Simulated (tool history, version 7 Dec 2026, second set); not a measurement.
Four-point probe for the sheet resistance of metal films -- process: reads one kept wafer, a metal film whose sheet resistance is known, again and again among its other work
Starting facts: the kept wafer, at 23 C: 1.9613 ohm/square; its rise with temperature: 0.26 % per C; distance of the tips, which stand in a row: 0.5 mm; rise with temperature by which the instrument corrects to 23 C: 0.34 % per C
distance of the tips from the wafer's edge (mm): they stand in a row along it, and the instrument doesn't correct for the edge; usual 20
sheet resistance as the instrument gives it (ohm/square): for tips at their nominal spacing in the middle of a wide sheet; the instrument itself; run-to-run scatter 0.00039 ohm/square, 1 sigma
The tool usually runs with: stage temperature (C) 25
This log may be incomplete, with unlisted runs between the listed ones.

run	hour	stage temperature (C)	distance of the tips from the wafer's edge (mm)	sheet resistance as the instrument gives it (ohm/square)
1	0.0	25	20	1.958288
2	23.4	25	20	1.958722
3	45.8	25	20	1.958715
4	64.9	32	20	1.947661
5	87.9	32	20	1.948577
6	112.2	32	20	1.948011
7	133.2	31	20	1.949697
8	162.0	25	20	1.958990
9	183.6	25	9	1.960918
10	213.1	22	11	1.964870
11	238.2	29	24	1.953094
12	264.9	29	24	1.951456
13	279.4	29	24	1.952774
14	299.5	29	24	1.952343
15	320.7	29	24	1.951692
16	335.9	25	12	1.959650
17	351.6	25	12	1.960054

Alternative continuations, all from the tool just after run 17; predict every row:
A	367.8	25	18	?
B	367.8	33	10	?
C	367.8	31	71	?
D	367.8	21	66	?

run	sheet resistance as the instrument gives it (ohm/square)
A	1.959284
B	1.948394
C	1.948724
D	1.963934
Without the tool's unlogged condition, the same runs would have read:
run	sheet resistance as the instrument gives it (ohm/square)
A	1.959205
B	1.948315
C	1.948644
D	1.963855
